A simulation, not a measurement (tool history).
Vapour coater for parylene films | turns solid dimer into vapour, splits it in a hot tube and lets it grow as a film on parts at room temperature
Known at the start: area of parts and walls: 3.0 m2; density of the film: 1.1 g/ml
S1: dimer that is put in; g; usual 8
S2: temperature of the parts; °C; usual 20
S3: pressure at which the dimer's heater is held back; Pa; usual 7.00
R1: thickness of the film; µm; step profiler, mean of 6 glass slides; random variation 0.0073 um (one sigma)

Run 1, hour 0.0: usual settings. Result: R1 1.110 µm.
Run 2, hour 8.5: usual settings. Result: R1 1.094 µm.
Run 3, hour 21.5: usual settings but S2 22 °C. Result: R1 1.064 µm.
Run 4, hour 35.6: usual settings but S2 22 °C, S3 9.56 Pa. Result: R1 0.977 µm.
Run 5, hour 50.0: usual settings but S2 22 °C, S3 9.56 Pa. Result: R1 0.986 µm.
Run 6, hour 59.1: usual settings but S2 22 °C, S3 9.56 Pa. Result: R1 0.984 µm.
Run 7, hour 72.6: usual settings but S2 22 °C, S3 9.56 Pa. Result: R1 0.987 µm.
Run 8, hour 87.1: usual settings but S2 22 °C, S3 9.56 Pa. Result: R1 0.975 µm.
Run 9, hour 99.1: usual settings but S2 22 °C, S3 9.56 Pa. Result: R1 0.973 µm.
Run 10, hour 108.8: usual settings but S2 22 °C, S3 9.56 Pa. Result: R1 0.961 µm.
Run 11, hour 119.5: usual settings but S2 27 °C. Result: R1 0.960 µm.
Run 12, hour 128.0: usual settings but S3 2.53 Pa. Result: R1 1.391 µm.
Run 13, hour 137.5: usual settings but S3 2.53 Pa. Result: R1 1.393 µm.
At hour 139.3: table's thermometer calibrated.
Run 14, hour 149.0: usual settings but S3 2.53 Pa. Result: R1 1.387 µm.
Run 15, hour 163.6: usual settings but S3 2.53 Pa. Result: R1 1.400 µm.
At hour 177.4: table's thermometer calibrated, once more.
Run 16, hour 178.7: usual settings but S1 6 g, S3 2.53 Pa. Result: R1 1.044 µm.
Run 17, hour 185.9: usual settings. Result: R1 1.090 µm.
Run 18, hour 197.1: usual settings but S1 6 g. Result: R1 0.810 µm.
Run 19, hour 207.2: usual settings but S1 6 g, S3 10.19 Pa. Result: R1 0.739 µm.
Run 20, hour 220.7: usual settings but S1 6 g, S3 10.19 Pa. Result: R1 0.735 µm.
Run 21, hour 231.2: usual settings but S1 6 g, S2 14 °C, S3 10.19 Pa. Result: R1 0.808 µm.
Run 22, hour 245.7: usual settings but S1 5 g. Result: R1 0.667 µm.
Run 23, hour 260.5: usual settings but S1 5 g. Result: R1 0.682 µm.
Run 24, hour 274.6: usual settings but S1 11 g, S2 30 °C, S3 4.35 Pa. Result: R1 1.403 µm.
Run 25, hour 281.6: usual settings but S1 11 g, S2 30 °C, S3 4.35 Pa. Result: R1 1.404 µm.
Run 26, hour 289.0: usual settings but S1 11 g, S2 30 °C, S3 4.35 Pa. Result: R1 1.396 µm.
Run 27, hour 296.9: usual settings but S1 5 g, S2 26 °C, S3 7.74 Pa. Result: R1 0.583 µm.
Run 28, hour 307.6: usual settings but S1 10 g, S3 3.04 Pa. Result: R1 1.632 µm.
Run 29, hour 315.8: usual settings but S1 10 g, S2 32 °C, S3 3.04 Pa. Result: R1 1.343 µm.
Run 30, hour 325.8: usual settings but S1 10 g, S2 32 °C, S3 3.04 Pa. Result: R1 1.344 µm.
Run 31, hour 336.2: usual settings but S1 11 g, S2 13 °C. Result: R1 1.662 µm.

The next listed run, before its measurement:
Run 32, hour 345.7: usual settings but S1 5 g, S2 15 °C, S3 8.46 Pa. Result: R1 ?.

Run 32 gave R1 0.691 µm.
Without the tool's hidden state the same run would have given R1 0.720 µm.
